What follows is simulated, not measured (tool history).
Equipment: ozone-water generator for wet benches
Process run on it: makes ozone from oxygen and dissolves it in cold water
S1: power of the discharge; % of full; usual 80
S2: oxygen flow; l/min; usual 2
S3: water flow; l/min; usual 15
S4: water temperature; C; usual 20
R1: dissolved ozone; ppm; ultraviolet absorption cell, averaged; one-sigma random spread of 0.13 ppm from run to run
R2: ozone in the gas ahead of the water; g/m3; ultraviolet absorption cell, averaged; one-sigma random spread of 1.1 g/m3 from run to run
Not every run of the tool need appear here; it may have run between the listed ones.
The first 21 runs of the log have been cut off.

run 22 hour=2585.7 | S1=84 S2=2.74 S3=15 S4=20 | R1=15.5 R2=180.1
run 23 hour=2695 | S1=84 S2=1.02 S3=15 S4=20 | R1=12 R2=290.7
run 24 hour=2792.3 | S1=46 S2=2.82 S3=14 S4=27 | R1=9.4 R2=110.8
run 25 hour=2935.7 | S1=46 S2=2.82 S3=14 S4=27 | R1=9.4 R2=110.3
run 26 hour=3048.2 | S1=46 S2=2.82 S3=14 S4=27 | R1=9.5 R2=110.6
run 27 hour=3191.1 | S1=46 S2=2.82 S3=14 S4=27 | R1=9.3 R2=111
run 28 hour=3334.5 | S1=80 S2=2 S3=9 S4=14 | R1=24.4 R2=202.7
run 29 hour=3445.9 | S1=80 S2=2 S3=9 S4=14 | R1=24.3 R2=203.7
run 30 hour=3554.5 | S1=80 S2=1.58 S3=15 S4=16 | R1=14 R2=225.7
run 31 hour=3714.9 | S1=80 S2=1.58 S3=15 S4=16 | R1=13.6 R2=229.1
run 32 hour=3887.2 | S1=80 S2=1.58 S3=15 S4=16 | R1=13.6 R2=228.7

Branching from run 32: 4 alternative next runs. What would each branch give?
run A hour=4029.8 | S1=80 S2=1.38 S3=21 S4=16 | R1=? R2=?
run B hour=4029.8 | S1=80 S2=2.76 S3=15 S4=14 | R1=? R2=?
run C hour=4029.8 | S1=77 S2=1.58 S3=9 S4=16 | R1=? R2=?
run D hour=4029.8 | S1=90 S2=2 S3=15 S4=14 | R1=? R2=?

run=A R1=8.6 R2=243.1
run=B R1=16 R2=174.4
run=C R1=21.4 R2=221.2
run=D R1=16.1 R2=225.7
Stripped of hidden state, with their random variation kept, the same runs would have yielded:
run=A R1=8.6 R2=238.8
run=B R1=16.1 R2=171.4
run=C R1=21.4 R2=217.3
run=D R1=16.1 R2=221.8

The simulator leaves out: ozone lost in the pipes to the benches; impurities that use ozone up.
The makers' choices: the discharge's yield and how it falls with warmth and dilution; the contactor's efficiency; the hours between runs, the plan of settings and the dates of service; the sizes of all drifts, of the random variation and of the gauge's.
